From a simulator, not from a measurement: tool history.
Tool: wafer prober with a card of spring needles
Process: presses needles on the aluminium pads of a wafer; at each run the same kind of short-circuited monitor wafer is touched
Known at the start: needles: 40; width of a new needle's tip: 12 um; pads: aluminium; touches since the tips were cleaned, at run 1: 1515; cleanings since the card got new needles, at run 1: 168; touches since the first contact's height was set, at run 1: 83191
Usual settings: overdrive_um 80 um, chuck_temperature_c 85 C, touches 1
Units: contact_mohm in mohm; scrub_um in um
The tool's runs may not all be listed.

| run | day | overdrive_um | chuck_temperature_c | touches | touches since the tips were cleaned | cleanings since the card got new needles | touches since the first contact's height was set | contact_mohm | scrub_um |
|---|---|---|---|---|---|---|---|---|---|
| 1 | 0 | 80 | 85 | 1 | 1515 | 168 | 83191 | 171 | 9.86 |
|  | 0.062 | tips cleaned on abrasive film |
|  | 0.217 | tips cleaned on abrasive film |
|  | 0.338 | tips cleaned on abrasive film |
|  | 0.483 | tips cleaned on abrasive film |
| 2 | 0.483 | 80 | 85 | 1 | 0 | 172 | 91249 | 169 | 9.85 |
|  | 0.638 | tips cleaned on abrasive film |
|  | 0.788 | tips cleaned on abrasive film |
|  | 0.938 | tips cleaned on abrasive film |
|  | 1.092 | tips cleaned on abrasive film |
|  | 1.229 | tips cleaned on abrasive film |
| 3 | 1.229 | 80 | 85 | 1 | 0 | 177 | 103707 | 170 | 9.83 |
|  | 1.379 | tips cleaned on abrasive film |
|  | 1.533 | tips cleaned on abrasive film |
|  | 1.575 | height of the first contact set anew |
|  | 1.696 | tips cleaned on abrasive film |
| 4 | 1.754 | 80 | 55 | 1 | 961 | 180 | 2991 | 164 | 9.82 |
|  | 1.846 | tips cleaned on abrasive film |
|  | 1.996 | tips cleaned on abrasive film |
|  | 2.146 | tips cleaned on abrasive film |
|  | 2.3 | tips cleaned on abrasive film |
|  | 2.446 | tips cleaned on abrasive film |
| 5 | 2.446 | 80 | 55 | 1 | 0 | 185 | 14557 | 164 | 9.86 |
|  | 2.596 | tips cleaned on abrasive film |
|  | 2.75 | tips cleaned on abrasive film |
|  | 2.9 | tips cleaned on abrasive film |
| 6 | 2.954 | 80 | 55 | 1 | 933 | 188 | 23099 | 166 | 9.81 |
|  | 3.046 | tips cleaned on abrasive film |
|  | 3.196 | tips cleaned on abrasive film |
|  | 3.35 | tips cleaned on abrasive film |
|  | 3.5 | tips cleaned on abrasive film |
|  | 3.621 | tips cleaned on abrasive film |
|  | 3.775 | tips cleaned on abrasive film |
| 7 | 3.812 | 80 | 55 | 1 | 672 | 194 | 37468 | 165 | 9.88 |
|  | 3.904 | tips cleaned on abrasive film |
|  | 4.029 | tips cleaned on abrasive film |
|  | 4.179 | tips cleaned on abrasive film |
|  | 4.329 | tips cleaned on abrasive film |
| 8 | 4.408 | 80 | 55 | 1 | 1308 | 198 | 47399 | 165 | 9.86 |
|  | 4.471 | tips cleaned on abrasive film |
|  | 4.592 | tips cleaned on abrasive film |
|  | 4.742 | tips cleaned on abrasive film |
| 9 | 4.829 | 80 | 85 | 1 | 1487 | 201 | 54466 | 174 | 9.85 |
|  | 4.892 | tips cleaned on abrasive film |
|  | 5.046 | tips cleaned on abrasive film |
|  | 5.196 | tips cleaned on abrasive film |
| 10 | 5.238 | 80 | 85 | 1 | 745 | 204 | 61299 | 169 | 9.8 |
|  | 5.333 | tips cleaned on abrasive film |
|  | 5.483 | tips cleaned on abrasive film |
|  | 5.633 | tips cleaned on abrasive film |
|  | 5.788 | tips cleaned on abrasive film |
| 11 | 5.796 | 80 | 85 | 1 | 169 | 208 | 70599 | 171 | 9.83 |
|  | 5.917 | tips cleaned on abrasive film |
|  | 6.071 | tips cleaned on abrasive film |
|  | 6.221 | tips cleaned on abrasive film |
|  | 6.342 | tips cleaned on abrasive film |
|  | 6.488 | tips cleaned on abrasive film |
| 12 | 6.488 | 80 | 85 | 1 | 0 | 213 | 82164 | 172 | 9.86 |
|  | 6.612 | tips cleaned on abrasive film |
|  | 6.762 | tips cleaned on abrasive film |
|  | 6.912 | tips cleaned on abrasive film |
|  | 7.038 | tips cleaned on abrasive film |
| 13 | 7.071 | 80 | 85 | 1 | 623 | 217 | 91919 | 168 | 9.82 |
|  | 7.167 | tips cleaned on abrasive film |
|  | 7.288 | tips cleaned on abrasive film |
|  | 7.438 | tips cleaned on abrasive film |
|  | 7.592 | tips cleaned on abrasive film |
| 14 | 7.667 | 80 | 85 | 1 | 1290 | 221 | 101833 | 171 | 9.84 |
|  | 7.729 | tips cleaned on abrasive film |
|  | 7.879 | tips cleaned on abrasive film |
|  | 8.029 | tips cleaned on abrasive film |
|  | 8.133 | height of the first contact set anew |
| 15 | 8.154 | 80 | 85 | 1 | 1905 | 224 | 384 | 168 | 9.83 |
|  | 8.188 | tips cleaned on abrasive film |
|  | 8.308 | tips cleaned on abrasive film |
|  | 8.462 | tips cleaned on abrasive film |
|  | 8.612 | tips cleaned on abrasive film |
|  | 8.762 | tips cleaned on abrasive film |
| 16 | 8.771 | 69 | 48 | 2 | 88 | 229 | 10617 | 165 | 8.52 |
|  | 8.892 | tips cleaned on abrasive film |
|  | 9.042 | tips cleaned on abrasive film |
|  | 9.196 | tips cleaned on abrasive film |
| 17 | 9.225 | 69 | 48 | 2 | 545 | 232 | 18264 | 166 | 8.52 |
|  | 9.317 | tips cleaned on abrasive film |
|  | 9.471 | tips cleaned on abrasive film |
|  | 9.621 | tips cleaned on abrasive film |
|  | 9.742 | tips cleaned on abrasive film |
|  | 9.867 | tips cleaned on abrasive film |
| 18 | 9.871 | 74 | 85 | 2 | 78 | 237 | 28991 | 169 | 9.09 |
|  | 9.992 | tips cleaned on abrasive film |
|  | 10.117 | tips cleaned on abrasive film |
|  | 10.267 | tips cleaned on abrasive film |
|  | 10.417 | tips cleaned on abrasive film |
| 19 | 10.512 | 77 | 33 | 2 | 1640 | 241 | 39765 | 162 | 9.49 |
|  | 10.546 | tips cleaned on abrasive film |
|  | 10.7 | tips cleaned on abrasive film |
|  | 10.85 | tips cleaned on abrasive film |
|  | 11 | tips cleaned on abrasive film |
|  | 11.154 | tips cleaned on abrasive film |
|  | 11.304 | tips cleaned on abrasive film |
| 20 | 11.317 | 62 | 117 | 2 | 219 | 247 | 53175 | 182 | 7.62 |
|  | 11.438 | tips cleaned on abrasive film |
|  | 11.592 | tips cleaned on abrasive film |
|  | 11.712 | tips cleaned on abrasive film |
|  | 11.862 | tips cleaned on abrasive film |
| 21 | 11.962 | 62 | 58 | 1 | 1666 | 251 | 63974 | 166 | 7.61 |
|  | 11.996 | tips cleaned on abrasive film |
|  | 12.146 | tips cleaned on abrasive film |
|  | 12.296 | tips cleaned on abrasive film |
|  | 12.421 | tips cleaned on abrasive film |
|  | 12.571 | tips cleaned on abrasive film |
| 22 | 12.658 | 62 | 58 | 1 | 1508 | 256 | 75625 | 171 | 7.63 |
|  | 12.721 | tips cleaned on abrasive film |
|  | 12.875 | tips cleaned on abrasive film |
|  | 13.025 | tips cleaned on abrasive film |
|  | 13.175 | tips cleaned on abrasive film |
|  | 13.329 | tips cleaned on abrasive film |
|  | 13.458 | tips cleaned on abrasive film |
| 23 | 13.458 | 99 | 26 | 1 | 0 | 262 | 88935 | 157 | 12.18 |
|  | 13.579 | tips cleaned on abrasive film |
|  | 13.729 | tips cleaned on abrasive film |
|  | 13.883 | tips cleaned on abrasive film |
|  | 14.033 | tips cleaned on abrasive film |
|  | 14.183 | tips cleaned on abrasive film |
| 24 | 14.233 | 99 | 38 | 1 | 803 | 267 | 101915 | 160 | 12.16 |
|  | 14.325 | tips cleaned on abrasive film |
|  | 14.475 | tips cleaned on abrasive film |
|  | 14.629 | tips cleaned on abrasive film |
|  | 14.7 | height of the first contact set anew |
|  | 14.792 | tips cleaned on abrasive film |
|  | 14.942 | tips cleaned on abrasive film |
| 25 | 15.054 | 61 | 119 | 2 | 1892 | 272 | 5949 | 175 | 7.52 |

Hidden state at the last listed run before each entry between runs and at the first one after, where it differs:
Between runs 1 and 2: tips cleaned on abrasive film (day 0.062); tips cleaned on abrasive film (day 0.217); tips cleaned on abrasive film (day 0.338); tips cleaned on abrasive film (day 0.483)
  debris on the tips, nm: 2 -> 0.3; way that the needles fall short of the set height, um: 0.05 -> 0.06
Between runs 2 and 3: tips cleaned on abrasive film (day 0.638); tips cleaned on abrasive film (day 0.788); tips cleaned on abrasive film (day 0.938); tips cleaned on abrasive film (day 1.092); tips cleaned on abrasive film (day 1.229)
  debris on the tips, nm: 0.3 -> 0.2; way that the needles fall short of the set height, um: 0.06 -> 0.07
Between runs 3 and 4: tips cleaned on abrasive film (day 1.379); tips cleaned on abrasive film (day 1.533); height of the first contact set anew (day 1.575); tips cleaned on abrasive film (day 1.696)
  debris on the tips, nm: 0.2 -> 1.5; way that the needles fall short of the set height, um: 0.07 -> 0; tips' diameter, um: 12.09 -> 12.1
Between runs 4 and 5: tips cleaned on abrasive film (day 1.846); tips cleaned on abrasive film (day 1.996); tips cleaned on abrasive film (day 2.146); tips cleaned on abrasive film (day 2.3); tips cleaned on abrasive film (day 2.446)
  debris on the tips, nm: 1.5 -> 0.2; way that the needles fall short of the set height, um: 0 -> 0.01
Between runs 5 and 6: tips cleaned on abrasive film (day 2.596); tips cleaned on abrasive film (day 2.75); tips cleaned on abrasive film (day 2.9)
  debris on the tips, nm: 0.2 -> 1.5
Between runs 6 and 7: tips cleaned on abrasive film (day 3.046); tips cleaned on abrasive film (day 3.196); tips cleaned on abrasive film (day 3.35); tips cleaned on abrasive film (day 3.5); tips cleaned on abrasive film (day 3.621); tips cleaned on abrasive film (day 3.775)
  debris on the tips, nm: 1.5 -> 0.9; way that the needles fall short of the set height, um: 0.01 -> 0.02
Between runs 7 and 8: tips cleaned on abrasive film (day 3.904); tips cleaned on abrasive film (day 4.029); tips cleaned on abrasive film (day 4.179); tips cleaned on abrasive film (day 4.329)
  debris on the tips, nm: 0.9 -> 1.9; way that the needles fall short of the set height, um: 0.02 -> 0.03
Between runs 8 and 9: tips cleaned on abrasive film (day 4.471); tips cleaned on abrasive film (day 4.592); tips cleaned on abrasive film (day 4.742)
  tips' diameter, um: 12.1 -> 12.11
Between runs 9 and 10: tips cleaned on abrasive film (day 4.892); tips cleaned on abrasive film (day 5.046); tips cleaned on abrasive film (day 5.196)
  debris on the tips, nm: 1.9 -> 1.2; way that the needles fall short of the set height, um: 0.03 -> 0.04
Between runs 10 and 11: tips cleaned on abrasive film (day 5.333); tips cleaned on abrasive film (day 5.483); tips cleaned on abrasive film (day 5.633); tips cleaned on abrasive film (day 5.788)
  debris on the tips, nm: 1.2 -> 0.4
Between runs 11 and 12: tips cleaned on abrasive film (day 5.917); tips cleaned on abrasive film (day 6.071); tips cleaned on abrasive film (day 6.221); tips cleaned on abrasive film (day 6.342); tips cleaned on abrasive film (day 6.488)
  debris on the tips, nm: 0.4 -> 0.2; way that the needles fall short of the set height, um: 0.04 -> 0.05
Between runs 12 and 13: tips cleaned on abrasive film (day 6.612); tips cleaned on abrasive film (day 6.762); tips cleaned on abrasive film (day 6.912); tips cleaned on abrasive film (day 7.038)
  debris on the tips, nm: 0.2 -> 1.1; way that the needles fall short of the set height, um: 0.05 -> 0.06
Between runs 13 and 14: tips cleaned on abrasive film (day 7.167); tips cleaned on abrasive film (day 7.288); tips cleaned on abrasive film (day 7.438); tips cleaned on abrasive film (day 7.592)
  debris on the tips, nm: 1.1 -> 1.8; tips' diameter, um: 12.11 -> 12.12
Between runs 14 and 15: tips cleaned on abrasive film (day 7.729); tips cleaned on abrasive film (day 7.879); tips cleaned on abrasive film (day 8.029); height of the first contact set anew (day 8.133)
  debris on the tips, nm: 1.8 -> 2.1; way that the needles fall short of the set height, um: 0.06 -> 0
Between runs 15 and 16: tips cleaned on abrasive film (day 8.188); tips cleaned on abrasive film (day 8.308); tips cleaned on abrasive film (day 8.462); tips cleaned on abrasive film (day 8.612); tips cleaned on abrasive film (day 8.762)
  debris on the tips, nm: 2.1 -> 0.4; way that the needles fall short of the set height, um: 0 -> 0.01
Between runs 16 and 17: tips cleaned on abrasive film (day 8.892); tips cleaned on abrasive film (day 9.042); tips cleaned on abrasive film (day 9.196)
  debris on the tips, nm: 0.4 -> 1.1
Between runs 17 and 18: tips cleaned on abrasive film (day 9.317); tips cleaned on abrasive film (day 9.471); tips cleaned on abrasive film (day 9.621); tips cleaned on abrasive film (day 9.742); tips cleaned on abrasive film (day 9.867)
  debris on the tips, nm: 1.1 -> 0.3; way that the needles fall short of the set height, um: 0.01 -> 0.02; tips' diameter, um: 12.12 -> 12.13
Between runs 18 and 19: tips cleaned on abrasive film (day 9.992); tips cleaned on abrasive film (day 10.117); tips cleaned on abrasive film (day 10.267); tips cleaned on abrasive film (day 10.417)
  debris on the tips, nm: 0.3 -> 2.1; way that the needles fall short of the set height, um: 0.02 -> 0.03
Between runs 19 and 20: tips cleaned on abrasive film (day 10.546); tips cleaned on abrasive film (day 10.7); tips cleaned on abrasive film (day 10.85); tips cleaned on abrasive film (day 11); tips cleaned on abrasive film (day 11.154); tips cleaned on abrasive film (day 11.304)
  debris on the tips, nm: 2.1 -> 0.6; way that the needles fall short of the set height, um: 0.03 -> 0.04
Between runs 20 and 21: tips cleaned on abrasive film (day 11.438); tips cleaned on abrasive film (day 11.592); tips cleaned on abrasive film (day 11.712); tips cleaned on abrasive film (day 11.862)
  debris on the tips, nm: 0.6 -> 2
Between runs 21 and 22: tips cleaned on abrasive film (day 11.996); tips cleaned on abrasive film (day 12.146); tips cleaned on abrasive film (day 12.296); tips cleaned on abrasive film (day 12.421); tips cleaned on abrasive film (day 12.571)
  debris on the tips, nm: 2 -> 1.7; way that the needles fall short of the set height, um: 0.04 -> 0.05; tips' diameter, um: 12.13 -> 12.14
Between runs 22 and 23: tips cleaned on abrasive film (day 12.721); tips cleaned on abrasive film (day 12.875); tips cleaned on abrasive film (day 13.025); tips cleaned on abrasive film (day 13.175); tips cleaned on abrasive film (day 13.329); tips cleaned on abrasive film (day 13.458)
  debris on the tips, nm: 1.7 -> 0.2; way that the needles fall short of the set height, um: 0.05 -> 0.06
Between runs 23 and 24: tips cleaned on abrasive film (day 13.579); tips cleaned on abrasive film (day 13.729); tips cleaned on abrasive film (day 13.883); tips cleaned on abrasive film (day 14.033); tips cleaned on abrasive film (day 14.183)
  debris on the tips, nm: 0.2 -> 1.2; way that the needles fall short of the set height, um: 0.06 -> 0.07
Between runs 24 and 25: tips cleaned on abrasive film (day 14.325); tips cleaned on abrasive film (day 14.475); tips cleaned on abrasive film (day 14.629); height of the first contact set anew (day 14.7); tips cleaned on abrasive film (day 14.792); tips cleaned on abrasive film (day 14.942)
  debris on the tips, nm: 1.2 -> 2.3; way that the needles fall short of the set height, um: 0.07 -> 0

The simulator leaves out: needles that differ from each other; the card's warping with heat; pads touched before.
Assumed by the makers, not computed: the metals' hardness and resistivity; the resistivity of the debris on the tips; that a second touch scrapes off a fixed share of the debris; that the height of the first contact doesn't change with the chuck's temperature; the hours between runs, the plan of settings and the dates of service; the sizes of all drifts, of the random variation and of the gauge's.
